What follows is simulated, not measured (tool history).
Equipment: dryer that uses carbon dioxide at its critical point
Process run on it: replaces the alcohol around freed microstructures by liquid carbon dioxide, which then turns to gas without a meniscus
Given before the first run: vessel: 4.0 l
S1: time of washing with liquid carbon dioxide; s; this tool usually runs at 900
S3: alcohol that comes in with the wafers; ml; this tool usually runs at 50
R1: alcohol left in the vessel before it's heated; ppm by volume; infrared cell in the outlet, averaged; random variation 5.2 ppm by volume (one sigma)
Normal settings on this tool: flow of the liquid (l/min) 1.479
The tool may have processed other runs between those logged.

Run 1, hour 0: usual settings. Result: R1 122 ppm by volume.
Run 2, hour 44.6: usual settings. Result: R1 126 ppm by volume.
Run 3, hour 67.5: usual settings. Result: R1 124 ppm by volume.
Run 4, hour 92.6: usual settings. Result: R1 139 ppm by volume.
Run 5, hour 124.7: usual settings. Result: R1 136 ppm by volume.
Run 6, hour 146.7: usual settings. Result: R1 135 ppm by volume.
Run 7, hour 182.2: usual settings but S1 1200 s. Result: R1 62 ppm by volume.
Run 8, hour 202.9: usual settings but S1 1200 s. Result: R1 64 ppm by volume.
Run 9, hour 244.8: usual settings but S1 1200 s. Result: R1 61 ppm by volume.
Run 10, hour 269.6: usual settings but S1 1200 s, S3 42 ml. Result: R1 79 ppm by volume.
Run 11, hour 317.4: usual settings but S1 1200 s, S3 42 ml. Result: R1 73 ppm by volume.
Run 12, hour 354.7: usual settings but S1 1200 s, S3 42 ml. Result: R1 81 ppm by volume.
Run 13, hour 402.8: usual settings but S1 1200 s, flow of the liquid (l/min) 1.16, S3 42 ml. Result: R1 136 ppm by volume.
Run 14, hour 434.7: usual settings but S1 1200 s, flow of the liquid (l/min) 1.16, S3 116 ml. Result: R1 279 ppm by volume.
Run 15, hour 476.5: usual settings. Result: R1 168 ppm by volume.
Run 16, hour 517: usual settings. Result: R1 179 ppm by volume.
Run 17, hour 545.4: usual settings. Result: R1 189 ppm by volume.
Run 18, hour 594.2: usual settings but S3 24 ml. Result: R1 131 ppm by volume.
Run 19, hour 629.7: usual settings but S3 24 ml. Result: R1 141 ppm by volume.
Run 20, hour 659.1: usual settings but S3 24 ml. Result: R1 139 ppm by volume.
Run 21, hour 699.5: usual settings but S3 24 ml. Result: R1 147 ppm by volume.
Run 22, hour 734.1: usual settings but flow of the liquid (l/min) 1.69. Result: R1 150 ppm by volume.
At hour 743.6: inlet filter changed.
Run 23, hour 761.9: usual settings but flow of the liquid (l/min) 1.69. Result: R1 132 ppm by volume.
Run 24, hour 789: usual settings but S3 58 ml. Result: R1 201 ppm by volume.
Run 25, hour 813.2: usual settings but S3 58 ml. Result: R1 198 ppm by volume.
Run 26, hour 840.9: usual settings but S3 58 ml. Result: R1 198 ppm by volume.
Run 27, hour 869.5: usual settings but S1 1260 s, flow of the liquid (l/min) 0.94, S3 58 ml. Result: R1 309 ppm by volume.
Run 28, hour 910.3: usual settings but S1 1260 s, flow of the liquid (l/min) 0.94, S3 58 ml. Result: R1 310 ppm by volume.
Run 29, hour 950.5: usual settings but S1 1140 s, flow of the liquid (l/min) 2.31. Result: R1 111 ppm by volume.
Run 30, hour 973.6: usual settings but S1 1380 s, flow of the liquid (l/min) 2.31. Result: R1 109 ppm by volume.
Run 31, hour 1007.5: usual settings but S1 1380 s, flow of the liquid (l/min) 2.31. Result: R1 118 ppm by volume.
Run 32, hour 1028.7: usual settings but S1 1080 s, flow of the liquid (l/min) 0.98, S3 31 ml. Result: R1 294 ppm by volume.
Run 33, hour 1051.9: usual settings but S3 49 ml. Result: R1 196 ppm by volume.
Run 34, hour 1085.9: usual settings but S1 540 s, flow of the liquid (l/min) 2.18, S3 79 ml. Result: R1 338 ppm by volume.
Run 35, hour 1108.1: usual settings but S1 1020 s, S3 39 ml. Result: R1 158 ppm by volume.
Run 36, hour 1138.3: usual settings but S1 1020 s, S3 39 ml. Result: R1 172 ppm by volume.
Run 37, hour 1181.6: usual settings but S1 1020 s, S3 39 ml. Result: R1 162 ppm by volume.
Run 38, hour 1223.5: usual settings but S1 1380 s, flow of the liquid (l/min) 0.99, S3 39 ml. Result: R1 204 ppm by volume.

Forecast run 39:
Run 39, hour 1257.6: usual settings but flow of the liquid (l/min) 0.99, S3 39 ml. Result: R1 ?.

R1: 558 ppm by volume
Without the tool's hidden state the same run would have given R1 383 ppm by volume.
